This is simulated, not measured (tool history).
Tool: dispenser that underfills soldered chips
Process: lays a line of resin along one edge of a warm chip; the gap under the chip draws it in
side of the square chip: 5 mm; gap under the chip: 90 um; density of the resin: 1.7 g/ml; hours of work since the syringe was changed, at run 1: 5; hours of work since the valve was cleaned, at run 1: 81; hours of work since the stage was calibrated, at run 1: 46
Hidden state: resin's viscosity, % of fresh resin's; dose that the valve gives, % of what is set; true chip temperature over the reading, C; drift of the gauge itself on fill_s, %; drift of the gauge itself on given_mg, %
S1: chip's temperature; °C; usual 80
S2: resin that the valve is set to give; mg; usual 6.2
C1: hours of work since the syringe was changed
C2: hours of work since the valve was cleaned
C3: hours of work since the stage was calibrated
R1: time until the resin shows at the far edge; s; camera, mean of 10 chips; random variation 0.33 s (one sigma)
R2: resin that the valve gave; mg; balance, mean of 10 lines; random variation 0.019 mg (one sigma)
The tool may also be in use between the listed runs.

Run 1, hour 0: usual settings; C1 5; C2 81; C3 46. Result: R1 15.9 s, R2 5.97 mg.
At hour 4: new syringe of resin.
Run 2, hour 4.7: usual settings; C1 1; C2 84; C3 49. Result: R1 12.4 s, R2 5.94 mg.
Run 3, hour 9.3: usual settings; C1 3; C2 87; C3 52. Result: R1 14.3 s, R2 5.96 mg.
Run 4, hour 14.1: usual settings but S1 79 °C; C1 7; C2 90; C3 55. Result: R1 17 s, R2 5.92 mg.
At hour 15.7: new syringe of resin.
Run 5, hour 19.3: usual settings; C1 2; C2 93; C3 58. Result: R1 14.6 s, R2 5.93 mg.
Run 6, hour 23.6: usual settings; C1 5; C2 96; C3 61. Result: R1 16.1 s, R2 5.9 mg.
Run 7, hour 26.6: usual settings; C1 7; C2 98; C3 63. Result: R1 17.3 s, R2 5.92 mg.
At hour 27.2: new syringe of resin.
At hour 30.5: dispensing valve cleaned and set on the balance.
Run 8, hour 31.1: usual settings but S2 6.24 mg; C1 2; C2 0; C3 65. Result: R1 13.3 s, R2 6.26 mg.
Run 9, hour 34.3: usual settings but S2 6.24 mg; C1 4; C2 2; C3 67. Result: R1 15.1 s, R2 6.22 mg.
Run 10, hour 37.6: usual settings but S1 78 °C; C1 6; C2 5; C3 69. Result: R1 17.7 s, R2 6.2 mg.
At hour 39.8: new syringe of resin.
Run 11, hour 42.3: usual settings but S1 84 °C; C1 2; C2 7; C3 72. Result: R1 11.8 s, R2 6.15 mg.
Run 12, hour 47.2: usual settings; C1 5; C2 11; C3 75. Result: R1 15.4 s, R2 6.15 mg.
Run 13, hour 49.7: usual settings but S1 93 °C, S2 6.13 mg; C1 6; C2 12; C3 77. Result: R1 11 s, R2 6.1 mg.
At hour 51.6: new syringe of resin.
Run 14, hour 52.7: usual settings but S1 94 °C, S2 7.12 mg; C1 1; C2 14; C3 79. Result: R1 9.1 s, R2 7.08 mg.
Run 15, hour 56.6: usual settings but S1 84 °C, S2 5.32 mg; C1 3; C2 17; C3 81. Result: R1 13.6 s, R2 5.28 mg.
Run 16, hour 60.9: usual settings but S2 7.89 mg; C1 6; C2 19; C3 84. Result: R1 16.3 s, R2 7.78 mg.
At hour 63.1: new syringe of resin.
Run 17, hour 63.8: usual settings but S2 7.89 mg; C1 1; C2 21; C3 86. Result: R1 13.1 s, R2 7.83 mg.

Run 18 comes next. What will it give?
Run 18, hour 68.3: usual settings but S1 89 °C, S2 7.47 mg; C1 3; C2 24; C3 89. Result: R1 ?, R2 ?.

R1: 11 s
R2: 7.41 mg
Without the tool's hidden state the same run would have given R1 9.5 s, R2 7.5 mg.

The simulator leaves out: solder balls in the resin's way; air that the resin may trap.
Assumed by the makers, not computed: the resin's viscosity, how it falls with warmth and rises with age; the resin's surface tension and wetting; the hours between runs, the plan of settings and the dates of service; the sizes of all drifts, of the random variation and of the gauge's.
